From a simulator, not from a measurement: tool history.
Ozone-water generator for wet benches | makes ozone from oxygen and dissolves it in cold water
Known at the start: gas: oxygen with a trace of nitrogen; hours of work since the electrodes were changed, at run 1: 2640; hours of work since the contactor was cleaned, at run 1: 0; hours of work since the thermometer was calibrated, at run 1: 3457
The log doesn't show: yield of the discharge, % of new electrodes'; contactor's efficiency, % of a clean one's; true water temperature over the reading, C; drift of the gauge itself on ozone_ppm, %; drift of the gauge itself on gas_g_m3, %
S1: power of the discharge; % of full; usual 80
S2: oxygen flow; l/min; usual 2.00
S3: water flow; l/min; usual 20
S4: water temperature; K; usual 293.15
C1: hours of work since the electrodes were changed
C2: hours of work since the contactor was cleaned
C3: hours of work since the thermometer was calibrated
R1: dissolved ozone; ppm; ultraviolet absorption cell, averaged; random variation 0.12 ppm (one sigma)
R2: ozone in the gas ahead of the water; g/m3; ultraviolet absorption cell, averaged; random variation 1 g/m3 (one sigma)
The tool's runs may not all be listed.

run 1 hour=0.0 | S1=80 S2=2.00 S3=20 S4=293.15 | C1=2640 C2=0 C3=3457 | R1=10.5 R2=168.9
run 2 hour=33.2 | S1=80 S2=2.90 S3=20 S4=293.15 | C1=2670 C2=30 C3=3487 | R1=11.1 R2=138.1
run 3 hour=98.6 | S1=80 S2=2.90 S3=20 S4=293.15 | C1=2730 C2=89 C3=3546 | R1=11.2 R2=136.4
run 4 hour=161.0 | S1=80 S2=2.90 S3=20 S4=293.15 | C1=2786 C2=146 C3=3603 | R1=11.2 R2=138.6
run 5 hour=201.2 | S1=80 S2=2.90 S3=20 S4=293.15 | C1=2823 C2=182 C3=3639 | R1=11.0 R2=137.6
run 6 hour=264.6 | S1=80 S2=2.00 S3=20 S4=293.15 | C1=2880 C2=240 C3=3697 | R1=10.4 R2=169.5
run 7 hour=333.5 | S1=80 S2=2.00 S3=20 S4=293.15 | C1=2942 C2=302 C3=3759 | R1=10.3 R2=167.3
run 8 hour=369.5 | S1=80 S2=2.00 S3=20 S4=293.15 | C1=2975 C2=335 C3=3792 | R1=10.4 R2=170.0
run 9 hour=401.2 | S1=80 S2=2.00 S3=20 S4=293.15 | C1=3004 C2=364 C3=3820 | R1=10.4 R2=168.9
run 10 hour=455.6 | S1=80 S2=2.00 S3=20 S4=293.15 | C1=3053 C2=413 C3=3870 | R1=10.1 R2=168.5
-- hour=460.5 water thermometer calibrated
run 11 hour=527.3 | S1=80 S2=2.00 S3=13 S4=293.15 | C1=3118 C2=477 C3=61 | R1=14.8 R2=168.4
run 12 hour=588.9 | S1=70 S2=3.04 S3=32 S4=300.15 | C1=3173 C2=533 C3=116 | R1=6.1 R2=122.9
-- hour=605.6 water thermometer calibrated, once more
run 13 hour=626.1 | S1=70 S2=3.04 S3=32 S4=300.15 | C1=3207 C2=566 C3=19 | R1=6.4 R2=121.4
run 14 hour=660.8 | S1=59 S2=2.15 S3=30 S4=295.15 | C1=3238 C2=598 C3=50 | R1=5.9 R2=134.1
run 15 hour=698.0 | S1=59 S2=2.15 S3=30 S4=295.15 | C1=3272 C2=631 C3=84 | R1=6.0 R2=134.7

The next listed run, before its measurement:
run 16 hour=754.6 | S1=80 S2=2.44 S3=20 S4=293.15 | C1=3323 C2=683 C3=135 | R1=? R2=?

Run 16 gave R1 10.7 ppm, R2 149.2 g/m3.
Without the tool's hidden state the same run would have given R1 11.7 ppm, R2 161.7 g/m3.

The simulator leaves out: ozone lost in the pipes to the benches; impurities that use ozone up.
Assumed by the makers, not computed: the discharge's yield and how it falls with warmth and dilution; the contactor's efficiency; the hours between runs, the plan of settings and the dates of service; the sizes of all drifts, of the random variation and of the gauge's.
